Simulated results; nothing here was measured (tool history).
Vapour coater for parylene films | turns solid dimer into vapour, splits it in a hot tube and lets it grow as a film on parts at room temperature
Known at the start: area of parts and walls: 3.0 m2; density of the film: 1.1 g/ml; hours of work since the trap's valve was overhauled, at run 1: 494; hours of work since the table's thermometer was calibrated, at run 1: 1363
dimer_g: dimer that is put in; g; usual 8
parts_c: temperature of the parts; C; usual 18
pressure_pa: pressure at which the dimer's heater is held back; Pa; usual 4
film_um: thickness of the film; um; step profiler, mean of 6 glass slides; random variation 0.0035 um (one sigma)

run    hour  dimer_g  parts_c  pressure_pa  hours of work since the trap's valve was overhauled  hours of work since the table's thermometer was calibrated  film_um
  1       0        8       18            4                                                  494                                                        1363    1.265
       43.2  -- trap's valve overhauled
  2    83.9        8       18            4                                                   35                                                        1431    1.259
  3   161.7        8       18        11.84                                                  102                                                        1498    1.125
        207  -- table's thermometer calibrated
  4   211.9        3       18            4                                                  144                                                           4    0.479
  5   273.5        8       18            4                                                  197                                                          57    1.261
  6   313.8        8       18            4                                                  232                                                          92    1.262
  7   402.4       11       18            4                                                  308                                                         168    1.726
  8   467.7       11       18            4                                                  364                                                         224    1.728
  9   510.3        8       18            4                                                  400                                                         261    1.254
 10   595.9        8       18            4                                                  474                                                         334    1.246
      661.4  -- trap's valve overhauled
 11   668.9        8       18            4                                                    6                                                         393    1.249
 12     730        8       18            4                                                   59                                                         446     1.25
 13   767.9        8       23            4                                                   91                                                         478    1.101
 14   828.5        8       23            4                                                  144                                                         530    1.097
 15   911.4        8       18            4                                                  215                                                         601    1.246
 16   972.3        8       18            4                                                  267                                                         654    1.238
 17    1060        8       18            4                                                  342                                                         729    1.239
 18  1123.2        8       18            4                                                  397                                                         783     1.24
     1154.4  -- gauge calibrated
 19  1172.7        8       18            4                                                  439                                                         826    1.265
 20    1223        8       18            4                                                  482                                                         869    1.263
 21    1264        8       18            4                                                  517                                                         904     1.26
     1279.4  -- trap's valve overhauled
 22  1315.1        8       18            4                                                   31                                                         945    1.264
 23  1396.1        8       18         2.36                                                  100                                                        1014    1.324
 24  1454.4        8       18         2.36                                                  150                                                        1064    1.323
 25  1492.5       10       27            4                                                  183                                                        1097    1.243
 26  1562.4       12       18            4                                                  243                                                        1157    1.881
 27  1600.2       12       18            4                                                  276                                                        1190    1.882
 28  1687.3       12       18            4                                                  350                                                        1264    1.882
 29    1767        6       18         9.96                                                  419                                                        1333    0.856
 30  1823.9        4       10        10.82                                                  468                                                        1382    0.695
 31  1860.4        3       12         3.98                                                  499                                                        1413    0.549
     1894.8  -- trap's valve overhauled
 32  1935.8        6       15          2.4                                                   35                                                        1474    1.064
 33  1996.8        4       26         4.13                                                   88                                                        1527    0.506
       2012  -- table's thermometer calibrated
 34  2083.6        4       26         4.13                                                  161                                                          62    0.506
 35  2169.2        8       18        10.76                                                  235                                                         135    1.125
 36  2246.7        8       27         5.61                                                  301                                                         202    0.954
 37  2288.9        4       12            4                                                  338                                                         238    0.727
 38  2339.2        8       12            4                                                  381                                                         281     1.45
 39  2414.1        4       18         2.72                                                  445                                                         345    0.643
 40  2480.1        9       11         2.05                                                  502                                                         402    1.783
     2507.4  -- trap's valve overhauled
 41  2523.1        8       12         4.48                                                   13                                                         436     1.43
 42  2593.3        8       22         2.61                                                   74                                                         496    1.157
 43  2660.2        3       17          5.8                                                  131                                                         553     0.46
 44  2718.4        8       14         3.65                                                  181                                                         603     1.38
 45  2791.1       12       19        11.63                                                  244                                                         666    1.619
 46  2829.6       12       19        11.63                                                  277                                                         699    1.617

4 ways to go on from here, each from the tool as it stands after run 46. What would each give?
  A  2872.1        5       19         2.69                                                  313                                                         735        ?
  B  2872.1        8       20            4                                                  313                                                         735        ?
  C  2872.1       13       21         2.67                                                  313                                                         735        ?
  D  2872.1        9       18         2.04                                                  313                                                         735        ?

run  film_um
  A    0.778
  B    1.166
  C    1.932
  D    1.481
Without the tool's hidden state the same runs would have given:
run  film_um
  A    0.798
  B    1.197
  C    1.983
  D     1.52
